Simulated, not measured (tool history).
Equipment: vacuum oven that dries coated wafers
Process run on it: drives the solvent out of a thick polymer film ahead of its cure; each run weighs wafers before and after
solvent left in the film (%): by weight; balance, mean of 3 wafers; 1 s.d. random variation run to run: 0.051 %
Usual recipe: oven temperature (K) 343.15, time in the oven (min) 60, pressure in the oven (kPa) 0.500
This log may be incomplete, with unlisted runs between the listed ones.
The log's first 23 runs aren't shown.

run,day,oven temperature (K),time in the oven (min),pressure in the oven (kPa),hours of work since the thermocouples were calibrated,hours of work since the vacuum gauge was cleaned of residue,solvent left in the film (%)
24,51.721,339.15,56,0.500,203,1257,1.57
25,53.250,339.15,56,0.500,219,1273,1.66
26,55.275,350.15,70,0.500,240,1294,0.24
27,57.233,343.15,91,0.367,260,1314,0.34
28,60.221,333.15,59,0.500,291,1345,2.67
29,61.846,333.15,59,0.500,307,1361,2.72
30,64.079,333.15,59,0.500,330,1384,2.58
31,66.754,335.15,59,1.333,358,1412,2.54
32,68.779,338.15,59,0.539,379,1433,1.76
33,70.179,336.15,60,0.861,393,1447,2.13
34,71.567,334.15,48,0.861,408,1461,3.62
35,73.200,334.15,48,0.861,424,1478,3.42

Run 36 is up next; what results do you expect?
36,75.288,355.15,48,0.278,446,1500,?

solvent left in the film (%): 0.30
Were there no unlogged condition in the tool, this run, its random variation unchanged, would have produced solvent left in the film (%) 0.22.
